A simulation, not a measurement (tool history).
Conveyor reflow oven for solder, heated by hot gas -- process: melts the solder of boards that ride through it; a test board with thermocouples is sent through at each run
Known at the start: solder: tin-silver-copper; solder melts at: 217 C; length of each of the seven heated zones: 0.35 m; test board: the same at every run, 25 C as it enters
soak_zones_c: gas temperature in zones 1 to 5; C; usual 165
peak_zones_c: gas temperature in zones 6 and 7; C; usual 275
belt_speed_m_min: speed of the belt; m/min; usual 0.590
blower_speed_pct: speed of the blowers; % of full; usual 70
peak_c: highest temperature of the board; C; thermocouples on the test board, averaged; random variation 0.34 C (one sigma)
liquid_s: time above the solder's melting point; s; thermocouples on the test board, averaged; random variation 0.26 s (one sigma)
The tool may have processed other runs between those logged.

Run 1, hour 0.0: usual settings. Result: peak_c 258.1 C, liquid_s 54.7 s.
Run 2, hour 34.7: usual settings. Result: peak_c 257.8 C, liquid_s 54.5 s.
Run 3, hour 86.3: usual settings but soak_zones_c 178 C. Result: peak_c 259.4 C, liquid_s 59.6 s.
Run 4, hour 119.1: usual settings but soak_zones_c 166 C. Result: peak_c 257.2 C, liquid_s 54.6 s.
Run 5, hour 179.4: usual settings but soak_zones_c 177 C. Result: peak_c 258.8 C, liquid_s 59.2 s.
Run 6, hour 207.0: usual settings. Result: peak_c 256.1 C, liquid_s 54.1 s.
Run 7, hour 232.7: usual settings. Result: peak_c 257.2 C, liquid_s 53.5 s.
Run 8, hour 278.4: usual settings but soak_zones_c 152 C, peak_zones_c 264 C. Result: peak_c 244.4 C, liquid_s 41.2 s.
Run 9, hour 328.8: usual settings but soak_zones_c 152 C, peak_zones_c 286 C. Result: peak_c 263.2 C, liquid_s 54.0 s.
Run 10, hour 371.7: usual settings but soak_zones_c 156 C, belt_speed_m_min 0.472 m/min, blower_speed_pct 53 % of full. Result: peak_c 257.9 C, liquid_s 66.1 s.
At hour 409.9: flux residue cleaned out of gas plates and filters.
Run 11, hour 425.8: usual settings but soak_zones_c 156 C, belt_speed_m_min 0.472 m/min, blower_speed_pct 53 % of full. Result: peak_c 261.4 C, liquid_s 69.1 s.
At hour 463.1: belt drive overhauled, speed set with a stopwatch.
Run 12, hour 466.8: usual settings but peak_zones_c 266 C, belt_speed_m_min 0.484 m/min. Result: peak_c 256.8 C, liquid_s 66.9 s.
At hour 472.5: thermocouples of zones 6 and 7 changed.
Run 13, hour 525.5: usual settings but soak_zones_c 156 C, peak_zones_c 285 C. Result: peak_c 265.0 C, liquid_s 55.6 s.

4 ways to go on from here, each from the tool as it stands after run 13. What would each give?
Run A, hour 565.3: usual settings but soak_zones_c 152 C, belt_speed_m_min 0.630 m/min, blower_speed_pct 68 % of full. Result: peak_c ?, liquid_s ?.
Run B, hour 565.3: usual settings but peak_zones_c 273 C, belt_speed_m_min 0.701 m/min, blower_speed_pct 54 % of full. Result: peak_c ?, liquid_s ?.
Run C, hour 565.3: usual settings but soak_zones_c 158 C, peak_zones_c 285 C, belt_speed_m_min 0.546 m/min. Result: peak_c ?, liquid_s ?.
Run D, hour 565.3: usual settings but soak_zones_c 152 C, peak_zones_c 285 C. Result: peak_c ?, liquid_s ?.

run  peak_c  liquid_s
  A   252.2      43.3
  B   243.7      34.6
  C   268.1      62.1
  D   264.4      54.2
What these runs would have given with no unlogged condition in the tool:
run  peak_c  liquid_s
  A   253.4      44.3
  B   244.9      35.6
  C   269.2      62.6
  D   265.7      55.0
